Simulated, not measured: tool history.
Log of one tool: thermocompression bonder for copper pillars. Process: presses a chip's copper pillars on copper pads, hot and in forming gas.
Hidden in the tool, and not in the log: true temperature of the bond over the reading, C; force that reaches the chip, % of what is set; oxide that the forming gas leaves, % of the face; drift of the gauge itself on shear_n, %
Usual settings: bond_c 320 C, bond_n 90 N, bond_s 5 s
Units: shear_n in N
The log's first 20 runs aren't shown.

run,hour,bond_c,bond_n,bond_s,hours of work since the heater was calibrated,hours of work since the force cell was calibrated,hours of work since the gas filter was changed,shear_n
21,239.5,301,90,4,305,521,91,21.6
22,256.8,301,90,4,317,533,103,20.8
23,264.9,320,127,6,322,538,109,43.6
24,276,320,127,6,330,546,116,43.6
25,288.6,320,127,6,338,554,125,44.2
26,301.9,320,127,6,347,563,134,42.1
27,309.5,319,132,5,352,569,139,40.8
# hour 325.3: forming gas filter changed
28,327.1,330,132,5,364,580,1,51.4
29,342.6,297,61,5,374,591,12,15.2
30,356.1,297,61,5,384,600,21,15.7
31,370,300,131,7,393,609,30,38.9
32,387.3,344,89,7,405,621,42,46.3
33,405.2,301,69,7,417,633,54,20.5
34,423.3,320,68,4,429,645,66,20.7
35,435.3,331,102,4,437,653,75,36
36,446.1,331,102,4,445,661,82,36.1
37,459.5,336,68,4,454,670,91,26.1
38,473.4,336,68,4,463,679,100,26.8
39,485.5,336,101,6,471,687,109,42.4

Forecast each of these 5 alternatives for the next run:
A,501.6,321,101,6,482,698,119,?
B,501.6,336,101,13,482,698,119,?
C,501.6,295,134,6,482,698,119,?
D,501.6,320,105,5,482,698,119,?
E,501.6,292,95,5,482,698,119,?

run,shear_n
A,35.7
B,54.6
C,33.3
D,34.4
E,20.5
Without the tool's hidden state the same runs would have given:
run,shear_n
A,41.2
B,61.7
C,38.7
D,39.7
E,24.1
